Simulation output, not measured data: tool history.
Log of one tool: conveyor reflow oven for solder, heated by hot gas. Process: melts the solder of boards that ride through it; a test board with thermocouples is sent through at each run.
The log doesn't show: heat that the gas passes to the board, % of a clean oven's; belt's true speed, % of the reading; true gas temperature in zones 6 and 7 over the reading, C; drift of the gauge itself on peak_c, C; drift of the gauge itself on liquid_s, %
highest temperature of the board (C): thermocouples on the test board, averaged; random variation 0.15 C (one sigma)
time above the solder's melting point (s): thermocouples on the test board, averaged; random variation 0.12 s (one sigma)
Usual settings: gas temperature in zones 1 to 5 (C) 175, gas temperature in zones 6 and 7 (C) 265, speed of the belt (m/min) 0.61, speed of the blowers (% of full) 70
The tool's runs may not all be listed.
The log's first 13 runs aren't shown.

run,hour,gas temperature in zones 1 to 5 (C),gas temperature in zones 6 and 7 (C),speed of the belt (m/min),speed of the blowers (% of full),hours of work since the flux was cleaned out,hours of work since the belt drive was overhauled,hours of work since the thermocouples were changed,highest temperature of the board (C),time above the solder's melting point (s)
14,118.2,174,265,0.61,70,28,24,281,249.4,56.8
15,125.7,174,265,0.61,70,33,30,287,249.4,56.6
# hour 131.5: flux residue cleaned out of gas plates and filters, once more
16,138,174,265,0.61,70,5,35,292,252,59.6
17,145.2,175,274,0.634,61,10,40,297,256.4,59.5
18,155,174,265,0.636,86,17,47,304,254.1,59.3
19,161.4,186,265,0.593,70,22,52,309,254.2,68.1
20,171,186,265,0.593,70,29,59,316,254.1,68
21,180.5,175,274,0.61,76,35,66,323,261.5,66
22,187.6,175,274,0.61,76,41,71,328,261.6,66
23,193.9,163,272,0.61,70,45,75,332,256.5,58.8
24,200.4,176,255,0.613,70,50,80,337,242.9,52.9
25,204.8,176,255,0.657,70,53,83,340,241.2,47.1
26,215,176,255,0.657,70,60,90,347,241.2,47.1
27,221.3,166,265,0.531,76,65,95,352,255.5,69.9
28,232,161,260,0.537,67,73,103,360,248.1,60.7
29,242.3,161,260,0.537,67,80,110,367,248.3,60.5
30,252.7,161,260,0.537,67,88,118,375,247.8,60.5

3 ways to go on from here, each from the tool as it stands after run 30. What would each give?
A,259.2,165,260,0.537,67,92,122,379,?,?
B,259.2,190,265,0.61,70,92,122,379,?,?
C,259.2,190,260,0.537,57,92,122,379,?,?

run,highest temperature of the board (C),time above the solder's melting point (s)
A,248.5,62.5
B,254,67.5
C,249.4,73.8
Without the tool's hidden state the same runs would have given:
run,highest temperature of the board (C),time above the solder's melting point (s)
A,249.4,63.4
B,254.9,68
C,250.2,74.4
